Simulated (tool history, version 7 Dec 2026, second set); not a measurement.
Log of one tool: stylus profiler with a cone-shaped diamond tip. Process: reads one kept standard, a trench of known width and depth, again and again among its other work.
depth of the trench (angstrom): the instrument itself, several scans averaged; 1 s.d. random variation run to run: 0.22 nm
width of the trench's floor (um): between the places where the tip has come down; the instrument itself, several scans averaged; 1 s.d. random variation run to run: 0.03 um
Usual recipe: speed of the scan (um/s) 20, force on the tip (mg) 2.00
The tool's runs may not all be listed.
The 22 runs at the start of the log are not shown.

run,hour,speed of the scan (um/s),force on the tip (mg),scans with this tip,hours of work since the height scale was calibrated,depth of the trench (angstrom),width of the trench's floor (um)
23,426.2,20,0.78,2899,533,10026.5,25.79
24,442.0,20,0.78,2941,540,10028.0,25.84
25,463.9,20,0.78,3000,551,10028.2,25.84
26,484.6,14,2.33,3056,561,10056.8,25.96
27,507.5,14,2.33,3117,573,10058.0,25.86
28,523.2,14,2.33,3159,580,10056.1,25.91
29,547.3,9,1.44,3224,592,10038.7,25.97
30,573.2,16,5.49,3293,605,10103.6,25.97
31,601.5,28,5.49,3369,619,10099.0,25.91
32,616.2,28,5.49,3409,626,10102.1,25.86
33,640.4,32,5.31,3473,638,10101.3,25.89
34,662.6,37,0.93,3533,649,10032.8,25.72
35,687.5,14,1.22,3600,661,10037.1,25.87
36,707.4,52,1.65,3653,671,10046.5,25.66
37,722.4,46,2.78,3693,678,10068.0,25.74
38,744.5,30,5.96,3753,689,10102.3,25.88
39,758.8,73,3.05,3791,696,10067.8,25.65
40,772.2,19,1.94,3827,703,10048.4,25.91
41,795.8,13,1.27,3890,715,10039.6,25.98

Consider 3 possible next runs. They are alternatives, not a sequence: every one starts from the tool as it was left by run 41. What does each give?
A,824.8,30,2.00,3968,729,?,?
B,824.8,9,1.99,3968,729,?,?
C,824.8,29,0.96,3968,729,?,?

run,depth of the trench (angstrom),width of the trench's floor (um)
A,10052.3,25.81
B,10052.1,25.98
C,10030.1,25.75
With the hidden condition removed and each run's random variation left untouched, the same runs would have given:
run,depth of the trench (angstrom),width of the trench's floor (um)
A,10052.1,25.81
B,10051.9,25.99
C,10029.9,25.76
